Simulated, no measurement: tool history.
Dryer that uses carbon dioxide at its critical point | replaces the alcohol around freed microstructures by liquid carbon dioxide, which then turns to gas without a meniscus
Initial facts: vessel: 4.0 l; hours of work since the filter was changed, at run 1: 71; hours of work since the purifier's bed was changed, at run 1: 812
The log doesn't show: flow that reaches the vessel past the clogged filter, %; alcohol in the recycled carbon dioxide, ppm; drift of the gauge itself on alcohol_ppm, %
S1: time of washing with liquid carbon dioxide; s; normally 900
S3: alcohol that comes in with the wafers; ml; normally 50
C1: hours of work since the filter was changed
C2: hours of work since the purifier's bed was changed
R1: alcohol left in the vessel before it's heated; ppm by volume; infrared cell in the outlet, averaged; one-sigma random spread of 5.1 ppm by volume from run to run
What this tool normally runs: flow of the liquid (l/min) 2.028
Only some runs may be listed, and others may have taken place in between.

{"run": 1, "hour": 0.0, "S1": 900, "flow of the liquid (l/min)": 2.028, "S3": 50, "C1": 71, "C2": 812, "R1": 189}
{"run": 2, "hour": 48.0, "S1": 900, "flow of the liquid (l/min)": 2.028, "S3": 50, "C1": 103, "C2": 844, "R1": 203}
{"run": 3, "hour": 97.2, "S1": 900, "flow of the liquid (l/min)": 2.028, "S3": 50, "C1": 136, "C2": 876, "R1": 213}
{"run": 4, "hour": 118.2, "S1": 780, "flow of the liquid (l/min)": 2.028, "S3": 50, "C1": 150, "C2": 890, "R1": 282}
{"run": 5, "hour": 165.0, "S1": 900, "flow of the liquid (l/min)": 2.028, "S3": 87, "C1": 181, "C2": 922, "R1": 270}
{"run": 6, "hour": 205.5, "S1": 900, "flow of the liquid (l/min)": 3.25, "S3": 50, "C1": 208, "C2": 949, "R1": 153}
{"run": 7, "hour": 243.1, "S1": 900, "flow of the liquid (l/min)": 2.76, "S3": 50, "C1": 233, "C2": 974, "R1": 159}
{"run": 8, "hour": 293.1, "S1": 900, "flow of the liquid (l/min)": 2.76, "S3": 50, "C1": 266, "C2": 1007, "R1": 183}
{"run": 9, "hour": 336.9, "S1": 900, "flow of the liquid (l/min)": 2.028, "S3": 50, "C1": 295, "C2": 1036, "R1": 244}
{"hour": 361.1, "done": "inlet filter changed"}
{"run": 10, "hour": 364.5, "S1": 900, "flow of the liquid (l/min)": 2.028, "S3": 50, "C1": 2, "C2": 1054, "R1": 229}
{"run": 11, "hour": 391.6, "S1": 900, "flow of the liquid (l/min)": 2.028, "S3": 50, "C1": 20, "C2": 1072, "R1": 225}
{"run": 12, "hour": 419.9, "S1": 900, "flow of the liquid (l/min)": 2.028, "S3": 85, "C1": 39, "C2": 1091, "R1": 265}
{"run": 13, "hour": 466.7, "S1": 900, "flow of the liquid (l/min)": 2.028, "S3": 50, "C1": 70, "C2": 1122, "R1": 231}
{"run": 14, "hour": 492.6, "S1": 900, "flow of the liquid (l/min)": 2.028, "S3": 50, "C1": 88, "C2": 1139, "R1": 239}
{"run": 15, "hour": 534.5, "S1": 900, "flow of the liquid (l/min)": 2.028, "S3": 50, "C1": 116, "C2": 1167, "R1": 241}
{"hour": 556.9, "done": "purifier's bed changed"}
{"run": 16, "hour": 561.8, "S1": 900, "flow of the liquid (l/min)": 2.028, "S3": 50, "C1": 132, "C2": 3, "R1": 75}
{"run": 17, "hour": 595.9, "S1": 900, "flow of the liquid (l/min)": 2.028, "S3": 50, "C1": 155, "C2": 26, "R1": 79}
{"run": 18, "hour": 636.2, "S1": 900, "flow of the liquid (l/min)": 2.028, "S3": 50, "C1": 181, "C2": 53, "R1": 85}
{"run": 19, "hour": 679.0, "S1": 660, "flow of the liquid (l/min)": 2.028, "S3": 50, "C1": 210, "C2": 81, "R1": 288}
{"run": 20, "hour": 719.9, "S1": 900, "flow of the liquid (l/min)": 2.028, "S3": 50, "C1": 237, "C2": 109, "R1": 102}
{"run": 21, "hour": 740.1, "S1": 720, "flow of the liquid (l/min)": 2.028, "S3": 50, "C1": 251, "C2": 122, "R1": 237}
{"run": 22, "hour": 760.5, "S1": 720, "flow of the liquid (l/min)": 2.028, "S3": 50, "C1": 264, "C2": 136, "R1": 234}
{"run": 23, "hour": 801.7, "S1": 720, "flow of the liquid (l/min)": 2.028, "S3": 23, "C1": 292, "C2": 163, "R1": 133}
{"hour": 832.9, "done": "inlet filter changed"}
{"run": 24, "hour": 842.0, "S1": 900, "flow of the liquid (l/min)": 2.028, "S3": 22, "C1": 6, "C2": 189, "R1": 59}
{"run": 25, "hour": 885.2, "S1": 900, "flow of the liquid (l/min)": 3.41, "S3": 22, "C1": 35, "C2": 218, "R1": 44}
{"run": 26, "hour": 916.2, "S1": 660, "flow of the liquid (l/min)": 2.52, "S3": 80, "C1": 56, "C2": 239, "R1": 196}
{"run": 27, "hour": 949.9, "S1": 1200, "flow of the liquid (l/min)": 2.57, "S3": 35, "C1": 78, "C2": 261, "R1": 50}
{"run": 28, "hour": 987.5, "S1": 1200, "flow of the liquid (l/min)": 2.57, "S3": 35, "C1": 103, "C2": 286, "R1": 50}
{"run": 29, "hour": 1021.7, "S1": 1200, "flow of the liquid (l/min)": 2.57, "S3": 35, "C1": 126, "C2": 309, "R1": 61}
{"run": 30, "hour": 1057.2, "S1": 1020, "flow of the liquid (l/min)": 2.62, "S3": 73, "C1": 149, "C2": 333, "R1": 72}
{"run": 31, "hour": 1077.8, "S1": 900, "flow of the liquid (l/min)": 3.26, "S3": 50, "C1": 163, "C2": 347, "R1": 64}
{"run": 32, "hour": 1102.4, "S1": 600, "flow of the liquid (l/min)": 2.028, "S3": 42, "C1": 180, "C2": 363, "R1": 387}
{"run": 33, "hour": 1127.7, "S1": 600, "flow of the liquid (l/min)": 2.028, "S3": 49, "C1": 196, "C2": 380, "R1": 449}
{"run": 34, "hour": 1175.1, "S1": 1320, "flow of the liquid (l/min)": 2.8, "S3": 72, "C1": 228, "C2": 411, "R1": 70}
{"run": 35, "hour": 1203.8, "S1": 780, "flow of the liquid (l/min)": 1.7, "S3": 59, "C1": 247, "C2": 431, "R1": 427}
{"run": 36, "hour": 1238.1, "S1": 780, "flow of the liquid (l/min)": 1.7, "S3": 59, "C1": 270, "C2": 453, "R1": 439}
{"run": 37, "hour": 1274.7, "S1": 1320, "flow of the liquid (l/min)": 2.45, "S3": 88, "C1": 294, "C2": 478, "R1": 82}
{"hour": 1300.4, "done": "inlet filter changed"}
{"run": 38, "hour": 1321.9, "S1": 1320, "flow of the liquid (l/min)": 1.42, "S3": 77, "C1": 14, "C2": 509, "R1": 157}
{"run": 39, "hour": 1351.7, "S1": 1320, "flow of the liquid (l/min)": 1.42, "S3": 103, "C1": 34, "C2": 528, "R1": 184}
{"run": 40, "hour": 1397.4, "S1": 1140, "flow of the liquid (l/min)": 1.3, "S3": 103, "C1": 65, "C2": 559, "R1": 415}
{"run": 41, "hour": 1443.9, "S1": 1140, "flow of the liquid (l/min)": 1.3, "S3": 103, "C1": 96, "C2": 590, "R1": 434}
{"run": 42, "hour": 1481.4, "S1": 540, "flow of the liquid (l/min)": 3.11, "S3": 97, "C1": 121, "C2": 615, "R1": 320}
{"run": 43, "hour": 1505.1, "S1": 540, "flow of the liquid (l/min)": 1.29, "S3": 34, "C1": 136, "C2": 631, "R1": 1216}
{"run": 44, "hour": 1553.0, "S1": 540, "flow of the liquid (l/min)": 2.36, "S3": 34, "C1": 168, "C2": 663, "R1": 335}
{"run": 45, "hour": 1602.4, "S1": 600, "flow of the liquid (l/min)": 1.37, "S3": 34, "C1": 201, "C2": 696, "R1": 916}
{"run": 46, "hour": 1635.5, "S1": 1260, "flow of the liquid (l/min)": 1.73, "S3": 34, "C1": 223, "C2": 718, "R1": 135}

Branching from run 46: 5 alternative next runs. What would each branch give?
{"run": "A", "hour": 1664.5, "S1": 720, "flow of the liquid (l/min)": 1.38, "S3": 20, "C1": 243, "C2": 737, "R1": "?"}
{"run": "B", "hour": 1664.5, "S1": 1260, "flow of the liquid (l/min)": 1.73, "S3": 28, "C1": 243, "C2": 737, "R1": "?"}
{"run": "C", "hour": 1664.5, "S1": 600, "flow of the liquid (l/min)": 2.028, "S3": 50, "C1": 243, "C2": 737, "R1": "?"}
{"run": "D", "hour": 1664.5, "S1": 1140, "flow of the liquid (l/min)": 2.33, "S3": 106, "C1": 243, "C2": 737, "R1": "?"}
{"run": "E", "hour": 1664.5, "S1": 1320, "flow of the liquid (l/min)": 2.028, "S3": 50, "C1": 243, "C2": 737, "R1": "?"}

run=A R1=435
run=B R1=129
run=C R1=514
run=D R1=131
run=E R1=123
Stripped of hidden state, with their random variation kept, the same runs would have yielded:
run=A R1=274
run=B R1=12
run=C R1=336
run=D R1=12
run=E R1=8

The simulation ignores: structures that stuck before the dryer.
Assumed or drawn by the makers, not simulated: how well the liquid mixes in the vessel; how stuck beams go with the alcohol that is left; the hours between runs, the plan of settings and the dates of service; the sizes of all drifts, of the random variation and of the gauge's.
